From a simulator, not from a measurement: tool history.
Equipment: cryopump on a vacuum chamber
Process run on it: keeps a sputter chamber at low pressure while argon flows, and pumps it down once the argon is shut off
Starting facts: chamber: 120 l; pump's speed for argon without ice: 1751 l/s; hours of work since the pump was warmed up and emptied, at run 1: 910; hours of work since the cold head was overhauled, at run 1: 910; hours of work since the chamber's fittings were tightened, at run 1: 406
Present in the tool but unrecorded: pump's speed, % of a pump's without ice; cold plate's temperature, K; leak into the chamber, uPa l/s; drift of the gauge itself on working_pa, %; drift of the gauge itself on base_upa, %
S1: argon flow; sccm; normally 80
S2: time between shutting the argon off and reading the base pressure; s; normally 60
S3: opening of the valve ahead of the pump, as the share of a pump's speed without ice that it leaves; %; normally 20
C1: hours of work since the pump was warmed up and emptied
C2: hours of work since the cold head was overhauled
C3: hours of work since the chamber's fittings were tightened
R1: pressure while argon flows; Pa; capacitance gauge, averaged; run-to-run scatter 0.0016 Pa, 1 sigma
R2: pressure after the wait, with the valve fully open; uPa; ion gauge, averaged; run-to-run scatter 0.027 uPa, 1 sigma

run	hour	S1	S2	S3	C1	C2	C3	R1	R2
1	0	80	60	20	910	910	406	0.3971	1.35
2	33.3	80	60	20	926	926	423	0.3964	1.36
3	104	80	60	20	961	961	457	0.4003	1.37
4	176.9	80	60	44	996	996	493	0.1881	1.38
5	224.7	80	60	29	1020	1020	516	0.2782	1.39
6	276	80	60	20	1045	1045	541	0.397	1.45
7	326.8	80	60	20	1070	1070	566	0.3973	1.44
# hour 348.9: pump warmed up, emptied and cooled again
8	388.5	80	60	20	19	1097	594	0.3862	1.36
9	439.2	80	60	20	44	1122	619	0.3891	1.4
10	500.3	54	60	20	74	1152	648	0.2619	1.39
11	563.7	80	60	17	105	1183	679	0.4556	1.4
12	629.8	80	60	20	137	1215	712	0.3884	1.42
13	678.6	80	60	20	161	1239	736	0.3921	1.38
14	737	80	60	20	190	1268	764	0.387	1.38
15	782.7	80	60	20	212	1290	786	0.3913	1.4
16	848.1	80	60	25	244	1322	818	0.3131	1.41
17	892.5	80	60	25	266	1344	840	0.3152	1.49
18	958.9	92	32	41	298	1376	873	0.221	2.3
19	1033.8	80	109	20	335	1413	909	0.3915	1
20	1107.5	80	109	20	371	1449	945	0.3893	1
21	1171.8	80	109	20	402	1480	977	0.3924	0.97
22	1237.3	80	109	20	434	1512	1009	0.3921	1.01
23	1283.1	33	109	20	457	1535	1031	0.1625	1.04
24	1334.8	33	109	20	482	1560	1056	0.1631	0.96
25	1390	33	109	20	509	1587	1083	0.1625	1.04
26	1457.2	50	112	29	542	1620	1116	0.1721	1.02
27	1497.7	50	112	29	561	1640	1136	0.1714	1.03
28	1540.9	97	68	19	583	1661	1157	0.5003	1.42
29	1576.5	97	68	19	600	1678	1174	0.5029	1.38
30	1634.2	52	60	20	628	1706	1203	0.2569	1.55
31	1708.2	52	60	51	664	1742	1239	0.1035	1.57
32	1782.3	80	188	20	701	1779	1275	0.3976	0.86
33	1852.1	47	212	35	735	1813	1309	0.1342	0.84

For each entry between runs, how does the tool's hidden state at the last listed run before it compare with that at the first listed run after it?
From run 7 to run 8: pump warmed up, emptied and cooled again (hour 348.9)
  pump's speed, % of a pump's without ice: 86.9 -> 99.2; cold plate's temperature, K: 12.6 -> 12.62; leak into the chamber, uPa l/s: 527 -> 539
  the result without the hidden state subtracted from the measured one, R1: +0.0127 -> +0.0016 Pa; R2: +0.18 -> +0.14 uPa
